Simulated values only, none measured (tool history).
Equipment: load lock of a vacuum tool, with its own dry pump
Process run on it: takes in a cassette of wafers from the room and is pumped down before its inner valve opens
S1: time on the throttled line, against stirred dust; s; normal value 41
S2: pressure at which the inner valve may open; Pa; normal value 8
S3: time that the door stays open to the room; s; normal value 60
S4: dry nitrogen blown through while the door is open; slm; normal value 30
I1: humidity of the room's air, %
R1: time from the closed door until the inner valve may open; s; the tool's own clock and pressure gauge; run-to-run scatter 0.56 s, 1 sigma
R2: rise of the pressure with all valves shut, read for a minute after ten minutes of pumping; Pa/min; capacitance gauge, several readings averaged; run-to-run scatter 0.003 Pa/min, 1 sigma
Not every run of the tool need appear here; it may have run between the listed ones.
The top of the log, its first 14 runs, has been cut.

run 15 day=40.088 | S1=41 S2=8 S3=37 S4=30 | I1=45.6 | R1=77.6 R2=0.014
run 16 day=43.958 | S1=41 S2=8 S3=37 S4=30 | I1=46.4 | R1=78.1 R2=0.019
run 17 day=46.758 | S1=41 S2=8 S3=37 S4=30 | I1=44.1 | R1=76.8 R2=0.014
run 18 day=50.429 | S1=41 S2=8 S3=37 S4=30 | I1=45 | R1=78.4 R2=0.016
run 19 day=52.675 | S1=41 S2=8 S3=37 S4=30 | I1=40.8 | R1=77.7 R2=0.012
run 20 day=54.925 | S1=36 S2=8 S3=60 S4=12 | I1=45.7 | R1=74.7 R2=0.033
run 21 day=57.062 | S1=66 S2=13 S3=60 S4=30 | I1=46.6 | R1=94.7 R2=0.021
run 22 day=59.821 | S1=66 S2=13 S3=60 S4=30 | I1=46.1 | R1=94.6 R2=0.018
run 23 day=62.038 | S1=66 S2=13 S3=60 S4=30 | I1=42.3 | R1=95.6 R2=0.015
run 24 day=65.558 | S1=66 S2=14 S3=49 S4=30 | I1=42.7 | R1=94.6 R2=0.018
run 25 day=67.392 | S1=66 S2=14 S3=49 S4=30 | I1=46.9 | R1=94.8 R2=0.015
run 26 day=71.254 | S1=66 S2=14 S3=49 S4=24 | I1=45.9 | R1=93.6 R2=0.019
run 27 day=75.279 | S1=41 S2=9 S3=60 S4=10 | I1=47.3 | R1=77.4 R2=0.037
run 28 day=78.675 | S1=41 S2=9 S3=60 S4=10 | I1=45.1 | R1=77.9 R2=0.033
run 29 day=82.867 | S1=41 S2=7 S3=60 S4=10 | I1=45.3 | R1=79.7 R2=0.034
run 30 day=86.862 | S1=41 S2=7 S3=60 S4=10 | I1=44.1 | R1=79.4 R2=0.032
run 31 day=90.267 | S1=41 S2=7 S3=60 S4=10 | I1=49.7 | R1=78.3 R2=0.04
run 32 day=92.338 | S1=23 S2=8 S3=60 S4=32 | I1=41.9 | R1=64.8 R2=0.016
run 33 day=95.425 | S1=76 S2=9 S3=60 S4=32 | I1=46.7 | R1=103.8 R2=0.018
run 34 day=97.912 | S1=37 S2=8 S3=150 S4=5 | I1=42.5 | R1=74.7 R2=0.068
run 35 day=102 | S1=29 S2=8 S3=60 S4=30 | I1=49.1 | R1=69 R2=0.028
run 36 day=104.088 | S1=29 S2=8 S3=60 S4=30 | I1=46.9 | R1=68 R2=0.017
run 37 day=107.971 | S1=29 S2=8 S3=60 S4=30 | I1=45.3 | R1=67.6 R2=0.011

Here are 3 independent what-if runs from the current tool condition. What would each one return?
run A day=111.092 | S1=29 S2=8 S3=60 S4=7 | I1=42.2 | R1=? R2=?
run B day=111.092 | S1=29 S2=16 S3=138 S4=30 | I1=49.5 | R1=? R2=?
run C day=111.092 | S1=29 S2=13 S3=60 S4=30 | I1=41.9 | R1=? R2=?

run=A R1=68.6 R2=0.039
run=B R1=64.8 R2=0.033
run=C R1=65.7 R2=0.018
With no hidden state in the tool, these same runs would have given:
run=A R1=68.6 R2=0.039
run=B R1=64.8 R2=0.032
run=C R1=65.7 R2=0.018
